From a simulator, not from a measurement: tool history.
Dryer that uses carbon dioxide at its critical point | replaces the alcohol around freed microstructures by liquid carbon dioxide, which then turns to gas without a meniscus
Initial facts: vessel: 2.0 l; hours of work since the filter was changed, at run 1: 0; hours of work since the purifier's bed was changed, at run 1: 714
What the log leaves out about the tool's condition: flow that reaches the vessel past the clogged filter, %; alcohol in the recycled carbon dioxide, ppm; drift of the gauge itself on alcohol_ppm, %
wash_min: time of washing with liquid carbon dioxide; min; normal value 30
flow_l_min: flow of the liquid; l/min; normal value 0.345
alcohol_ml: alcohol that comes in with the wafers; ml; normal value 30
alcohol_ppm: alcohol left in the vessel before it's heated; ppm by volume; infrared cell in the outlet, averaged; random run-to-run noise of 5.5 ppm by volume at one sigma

| run | hour | wash_min | flow_l_min | alcohol_ml | hours of work since the filter was changed | hours of work since the purifier's bed was changed | alcohol_ppm |
|---|---|---|---|---|---|---|---|
| 1 | 0.0 | 30 | 0.345 | 30 | 0 | 714 | 317 |
| 2 | 35.1 | 30 | 0.345 | 30 | 21 | 735 | 318 |
| 3 | 79.4 | 30 | 0.345 | 30 | 48 | 762 | 338 |
|  | 135.5 | purifier's bed changed |
| 4 | 139.5 | 30 | 0.345 | 30 | 83 | 2 | 189 |
| 5 | 174.4 | 30 | 0.345 | 30 | 104 | 24 | 194 |
| 6 | 202.6 | 30 | 0.345 | 30 | 122 | 41 | 209 |
| 7 | 249.8 | 30 | 0.345 | 23 | 150 | 70 | 184 |
| 8 | 280.1 | 30 | 0.300 | 30 | 169 | 88 | 412 |
| 9 | 335.4 | 30 | 0.300 | 30 | 202 | 122 | 446 |
| 10 | 397.6 | 30 | 0.300 | 30 | 240 | 160 | 479 |
| 11 | 433.4 | 30 | 0.345 | 30 | 262 | 181 | 323 |
| 12 | 478.3 | 30 | 0.345 | 30 | 289 | 209 | 329 |
|  | 483.7 | inlet filter changed |
| 13 | 506.3 | 30 | 0.345 | 30 | 14 | 225 | 207 |
| 14 | 552.0 | 30 | 0.222 | 30 | 42 | 253 | 894 |
| 15 | 603.5 | 30 | 0.222 | 30 | 73 | 284 | 994 |
| 16 | 665.5 | 30 | 0.345 | 30 | 111 | 322 | 263 |
| 17 | 727.4 | 30 | 0.349 | 30 | 148 | 360 | 278 |
| 18 | 764.9 | 30 | 0.213 | 30 | 171 | 383 | 1272 |
| 19 | 793.8 | 41 | 0.231 | 30 | 189 | 400 | 439 |
| 20 | 850.0 | 41 | 0.231 | 30 | 223 | 435 | 470 |

The next listed run, before its measurement:
| 21 | 877.1 | 41 | 0.262 | 59 | 240 | 451 | ? |

alcohol_ppm: 554 ppm by volume
With the hidden condition absent and the run-to-run variation left alone, this run would have shown alcohol_ppm 268 ppm by volume.
